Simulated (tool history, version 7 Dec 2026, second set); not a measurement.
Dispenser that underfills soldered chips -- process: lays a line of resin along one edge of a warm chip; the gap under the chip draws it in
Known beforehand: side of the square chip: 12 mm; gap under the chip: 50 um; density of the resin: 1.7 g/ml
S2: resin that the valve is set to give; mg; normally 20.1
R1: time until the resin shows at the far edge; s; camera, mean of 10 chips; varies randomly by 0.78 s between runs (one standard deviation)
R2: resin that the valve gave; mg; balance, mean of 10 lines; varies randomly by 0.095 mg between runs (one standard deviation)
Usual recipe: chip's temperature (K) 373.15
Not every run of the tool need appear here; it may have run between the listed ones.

run 1 hour=0.0 | chip's_temperature_(K)=373.15 S2=20.1 | R1=83.9 R2=19.47
run 2 hour=3.3 | chip's_temperature_(K)=373.15 S2=20.1 | R1=89.9 R2=19.41
-- hour=7.3 new syringe of resin
run 3 hour=10.6 | chip's_temperature_(K)=373.15 S2=20.1 | R1=76.4 R2=19.30
run 4 hour=16.9 | chip's_temperature_(K)=373.15 S2=20.1 | R1=88.8 R2=19.22
-- hour=20.4 new syringe of resin
run 5 hour=22.4 | chip's_temperature_(K)=373.15 S2=20.1 | R1=77.4 R2=19.25
run 6 hour=26.4 | chip's_temperature_(K)=373.15 S2=20.1 | R1=86.3 R2=19.16
run 7 hour=29.7 | chip's_temperature_(K)=378.15 S2=20.1 | R1=78.2 R2=19.24
-- hour=33.4 new syringe of resin
run 8 hour=36.1 | chip's_temperature_(K)=373.15 S2=20.1 | R1=79.0 R2=19.08
run 9 hour=39.4 | chip's_temperature_(K)=373.15 S2=20.1 | R1=84.9 R2=19.12
run 10 hour=45.4 | chip's_temperature_(K)=377.15 S2=20.1 | R1=85.6 R2=19.06
-- hour=46.4 new syringe of resin
run 11 hour=51.7 | chip's_temperature_(K)=379.15 S2=20.1 | R1=66.5 R2=18.93
run 12 hour=57.8 | chip's_temperature_(K)=386.15 S2=20.1 | R1=62.5 R2=19.05
-- hour=59.2 new syringe of resin
run 13 hour=65.4 | chip's_temperature_(K)=386.15 S2=20.1 | R1=56.3 R2=18.83
-- hour=72.3 new syringe of resin
run 14 hour=73.2 | chip's_temperature_(K)=386.15 S2=20.1 | R1=50.4 R2=18.98
run 15 hour=80.9 | chip's_temperature_(K)=386.15 S2=20.1 | R1=60.0 R2=18.80
-- hour=85.2 new syringe of resin
run 16 hour=88.3 | chip's_temperature_(K)=373.15 S2=20.1 | R1=81.1 R2=18.96
run 17 hour=95.3 | chip's_temperature_(K)=373.15 S2=20.1 | R1=95.4 R2=18.78
-- hour=98.5 new syringe of resin
run 18 hour=102.6 | chip's_temperature_(K)=373.15 S2=20.1 | R1=81.3 R2=18.67
-- hour=109.0 dispensing valve cleaned and set on the balance
run 19 hour=111.1 | chip's_temperature_(K)=369.15 S2=20.1 | R1=108.3 R2=19.98
-- hour=112.7 new syringe of resin
run 20 hour=115.3 | chip's_temperature_(K)=369.15 S2=20.1 | R1=90.1 R2=20.14
run 21 hour=121.6 | chip's_temperature_(K)=369.15 S2=20.1 | R1=106.7 R2=20.02
-- hour=125.6 new syringe of resin
run 22 hour=125.6 | chip's_temperature_(K)=382.15 S2=19.1 | R1=54.3 R2=18.76
run 23 hour=132.6 | chip's_temperature_(K)=378.15 S2=22.0 | R1=74.7 R2=21.67
run 24 hour=136.3 | chip's_temperature_(K)=378.15 S2=22.0 | R1=80.6 R2=21.62
-- hour=138.7 new syringe of resin
run 25 hour=142.4 | chip's_temperature_(K)=367.15 S2=22.4 | R1=99.0 R2=21.98
run 26 hour=147.0 | chip's_temperature_(K)=388.15 S2=25.7 | R1=56.1 R2=25.16
-- hour=151.7 new syringe of resin
run 27 hour=151.7 | chip's_temperature_(K)=359.15 S2=20.8 | R1=119.3 R2=20.41
run 28 hour=155.5 | chip's_temperature_(K)=359.15 S2=20.8 | R1=129.8 R2=20.37
run 29 hour=162.4 | chip's_temperature_(K)=384.15 S2=21.4 | R1=67.9 R2=20.94
-- hour=165.1 new syringe of resin
run 30 hour=170.2 | chip's_temperature_(K)=384.15 S2=21.4 | R1=59.7 R2=20.94
run 31 hour=173.7 | chip's_temperature_(K)=360.15 S2=22.9 | R1=138.9 R2=22.33
-- hour=178.1 new syringe of resin
run 32 hour=178.1 | chip's_temperature_(K)=360.15 S2=22.9 | R1=114.2 R2=22.22
run 33 hour=183.1 | chip's_temperature_(K)=360.15 S2=22.9 | R1=131.7 R2=22.35
run 34 hour=187.2 | chip's_temperature_(K)=373.15 S2=24.3 | R1=91.2 R2=23.37
-- hour=191.1 new syringe of resin
run 35 hour=192.8 | chip's_temperature_(K)=373.15 S2=24.3 | R1=76.1 R2=23.42
run 36 hour=199.9 | chip's_temperature_(K)=384.15 S2=21.5 | R1=62.4 R2=20.82
-- hour=203.8 new syringe of resin
run 37 hour=204.8 | chip's_temperature_(K)=384.15 S2=21.5 | R1=53.7 R2=20.64

Here are 3 independent what-if runs from the current tool condition. What would each one return?
run A hour=210.5 | chip's_temperature_(K)=376.15 S2=21.5 | R1=? R2=?
run B hour=210.5 | chip's_temperature_(K)=384.15 S2=24.4 | R1=? R2=?
run C hour=210.5 | chip's_temperature_(K)=370.15 S2=20.4 | R1=? R2=?

run=A R1=78.5 R2=20.68
run=B R1=60.5 R2=23.40
run=C R1=98.1 R2=19.58
With the hidden condition removed and each run's random variation left untouched, the same runs would have given:
run=A R1=64.5 R2=21.51
run=B R1=49.9 R2=24.34
run=C R1=80.5 R2=20.36
